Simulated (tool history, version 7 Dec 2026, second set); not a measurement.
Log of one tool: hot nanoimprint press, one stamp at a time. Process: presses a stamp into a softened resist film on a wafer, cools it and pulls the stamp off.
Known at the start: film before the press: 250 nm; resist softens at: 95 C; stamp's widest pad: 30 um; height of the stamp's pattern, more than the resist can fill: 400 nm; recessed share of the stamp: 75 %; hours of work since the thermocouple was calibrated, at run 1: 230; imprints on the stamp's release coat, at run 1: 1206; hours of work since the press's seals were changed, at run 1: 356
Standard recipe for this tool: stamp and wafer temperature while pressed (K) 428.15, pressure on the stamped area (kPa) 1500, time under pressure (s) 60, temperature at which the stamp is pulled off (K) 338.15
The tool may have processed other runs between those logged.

| run | day | stamp and wafer temperature while pressed (K) | pressure on the stamped area (kPa) | time under pressure (s) | temperature at which the stamp is pulled off (K) | hours of work since the thermocouple was calibrated | imprints on the stamp's release coat | hours of work since the press's seals were changed | resist left under the stamp's widest pad (angstrom) | greatest force while the stamp is pulled off (N) |
|---|---|---|---|---|---|---|---|---|---|---|
| 1 | 0.000 | 428.15 | 1500 | 60 | 338.15 | 230 | 1206 | 356 | 942 | 319 |
| 2 | 0.950 | 428.15 | 1500 | 60 | 338.15 | 247 | 1297 | 373 | 958 | 314 |
| 3 | 2.121 | 428.15 | 1500 | 56 | 338.15 | 268 | 1409 | 394 | 970 | 332 |
| 4 | 3.117 | 417.15 | 1500 | 60 | 338.15 | 286 | 1504 | 412 | 1646 | 345 |
| 5 | 3.704 | 417.15 | 1500 | 60 | 338.15 | 297 | 1560 | 423 | 1665 | 347 |
| 6 | 4.867 | 440.15 | 1500 | 60 | 338.15 | 318 | 1671 | 444 | 505 | 361 |
| 7 | 5.888 | 428.15 | 2380 | 60 | 338.15 | 337 | 1768 | 463 | 754 | 365 |
| 8 | 6.579 | 428.15 | 2380 | 60 | 338.15 | 349 | 1834 | 475 | 761 | 363 |
| 9 | 7.583 | 428.15 | 2380 | 42 | 338.15 | 368 | 1930 | 494 | 889 | 377 |
|  | 8.242 | stamp cleaned and given a new release coat |
|  | 8.579 | plate thermocouple calibrated |
| 10 | 8.942 | 428.15 | 2380 | 42 | 338.15 | 7 | 55 | 512 | 847 | 226 |
| 11 | 9.942 | 428.15 | 2380 | 42 | 338.15 | 25 | 150 | 530 | 849 | 230 |
| 12 | 10.850 | 428.15 | 1500 | 37 | 338.15 | 41 | 237 | 546 | 1120 | 237 |
| 13 | 11.842 | 428.15 | 1500 | 37 | 338.15 | 59 | 332 | 564 | 1100 | 261 |
| 14 | 12.533 | 428.15 | 1500 | 37 | 338.15 | 72 | 397 | 577 | 1120 | 244 |
| 15 | 13.100 | 428.15 | 1500 | 37 | 338.15 | 82 | 452 | 587 | 1104 | 256 |
| 16 | 13.775 | 428.15 | 1500 | 37 | 338.15 | 94 | 516 | 599 | 1122 | 251 |
| 17 | 14.962 | 428.15 | 1500 | 37 | 338.15 | 116 | 629 | 621 | 1117 | 274 |
| 18 | 16.021 | 426.15 | 1300 | 34 | 331.15 | 135 | 730 | 640 | 1354 | 298 |
| 19 | 17.183 | 428.15 | 980 | 60 | 337.15 | 156 | 841 | 661 | 1117 | 280 |
| 20 | 18.158 | 428.15 | 1500 | 60 | 333.15 | 174 | 934 | 679 | 934 | 316 |
| 21 | 19.088 | 421.15 | 1760 | 60 | 332.15 | 191 | 1023 | 696 | 1276 | 312 |
| 22 | 20.188 | 439.15 | 1760 | 60 | 326.15 | 211 | 1128 | 716 | 482 | 341 |
| 23 | 21.367 | 437.15 | 1260 | 50 | 343.15 | 232 | 1241 | 737 | 691 | 298 |
| 24 | 22.583 | 437.15 | 2340 | 76 | 343.15 | 255 | 1357 | 759 | 421 | 320 |
| 25 | 23.492 | 419.15 | 2340 | 76 | 343.15 | 271 | 1443 | 776 | 1156 | 310 |
| 26 | 24.246 | 419.15 | 2340 | 76 | 343.15 | 285 | 1515 | 790 | 1186 | 319 |
| 27 | 25.304 | 419.15 | 2340 | 76 | 343.15 | 304 | 1616 | 809 | 1174 | 333 |
| 28 | 25.846 | 428.15 | 1310 | 60 | 334.15 | 314 | 1668 | 819 | 1014 | 386 |
| 29 | 26.508 | 428.15 | 1310 | 60 | 334.15 | 326 | 1731 | 831 | 1018 | 380 |

Here are 3 independent what-if runs from the current tool condition. What would each one return?
| A | 27.571 | 422.15 | 1500 | 60 | 338.15 | 345 | 1833 | 850 | ? | ? |
| B | 27.571 | 428.15 | 910 | 60 | 338.15 | 345 | 1833 | 850 | ? | ? |
| C | 27.571 | 432.15 | 1500 | 35 | 338.15 | 345 | 1833 | 850 | ? | ? |

| run | resist left under the stamp's widest pad (angstrom) | greatest force while the stamp is pulled off (N) |
|---|---|---|
| A | 1317 | 355 |
| B | 1191 | 375 |
| C | 981 | 384 |
Without the tool's unlogged condition, the same runs would have read:
| run | resist left under the stamp's widest pad (angstrom) | greatest force while the stamp is pulled off (N) |
|---|---|---|
| A | 1239 | 213 |
| B | 1126 | 227 |
| C | 922 | 231 |

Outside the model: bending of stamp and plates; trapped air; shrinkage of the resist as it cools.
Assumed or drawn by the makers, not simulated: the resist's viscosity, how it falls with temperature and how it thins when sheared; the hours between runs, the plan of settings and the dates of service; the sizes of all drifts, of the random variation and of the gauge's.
